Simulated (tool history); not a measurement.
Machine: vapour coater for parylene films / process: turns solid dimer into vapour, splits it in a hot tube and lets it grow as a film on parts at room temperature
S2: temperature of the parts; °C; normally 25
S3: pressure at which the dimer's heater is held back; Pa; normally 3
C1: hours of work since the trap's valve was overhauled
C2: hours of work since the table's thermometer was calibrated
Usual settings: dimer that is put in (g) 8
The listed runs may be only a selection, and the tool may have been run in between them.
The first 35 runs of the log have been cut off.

run 36 hour=2054 | dimer_that_is_put_in_(g)=6 S2=25 S3=8.17 | C1=295 C2=77 | thickness_of_the_film_(um)=1.99
run 37 hour=2119.3 | dimer_that_is_put_in_(g)=6 S2=26 S3=8.01 | C1=333 C2=115 | thickness_of_the_film_(um)=1.86
run 38 hour=2155.5 | dimer_that_is_put_in_(g)=5 S2=25 S3=3 | C1=354 C2=136 | thickness_of_the_film_(um)=1.7
-- hour=2213.9 trap's valve overhauled
run 39 hour=2237.3 | dimer_that_is_put_in_(g)=5 S2=25 S3=3 | C1=14 C2=182 | thickness_of_the_film_(um)=1.83
run 40 hour=2315.2 | dimer_that_is_put_in_(g)=5 S2=25 S3=3 | C1=59 C2=227 | thickness_of_the_film_(um)=1.79
run 41 hour=2364.6 | dimer_that_is_put_in_(g)=8 S2=22 S3=8.04 | C1=88 C2=256 | thickness_of_the_film_(um)=3.12
run 42 hour=2412.6 | dimer_that_is_put_in_(g)=5 S2=25 S3=10.08 | C1=116 C2=284 | thickness_of_the_film_(um)=1.69
run 43 hour=2456.1 | dimer_that_is_put_in_(g)=8 S2=33 S3=3 | C1=142 C2=310 | thickness_of_the_film_(um)=2
run 44 hour=2504.1 | dimer_that_is_put_in_(g)=8 S2=33 S3=3 | C1=170 C2=338 | thickness_of_the_film_(um)=1.92
run 45 hour=2560.3 | dimer_that_is_put_in_(g)=8 S2=33 S3=3 | C1=203 C2=371 | thickness_of_the_film_(um)=1.96

Consider 4 possible next runs. They are alternatives, not a sequence: every one starts from the tool as it was left by run 45. What does each give?
run A hour=2635.5 | dimer_that_is_put_in_(g)=8 S2=25 S3=2.86 | C1=247 C2=415 | thickness_of_the_film_(um)=?
run B hour=2635.5 | dimer_that_is_put_in_(g)=10 S2=33 S3=3 | C1=247 C2=415 | thickness_of_the_film_(um)=?
run C hour=2635.5 | dimer_that_is_put_in_(g)=6 S2=21 S3=3.32 | C1=247 C2=415 | thickness_of_the_film_(um)=?
run D hour=2635.5 | dimer_that_is_put_in_(g)=3 S2=33 S3=5.23 | C1=247 C2=415 | thickness_of_the_film_(um)=?

run=A thickness_of_the_film_(um)=2.76
run=B thickness_of_the_film_(um)=2.41
run=C thickness_of_the_film_(um)=2.54
run=D thickness_of_the_film_(um)=0.71
Had the tool no hidden state, the same runs would have come out as:
run=A thickness_of_the_film_(um)=2.88
run=B thickness_of_the_film_(um)=2.52
run=C thickness_of_the_film_(um)=2.66
run=D thickness_of_the_film_(um)=0.74
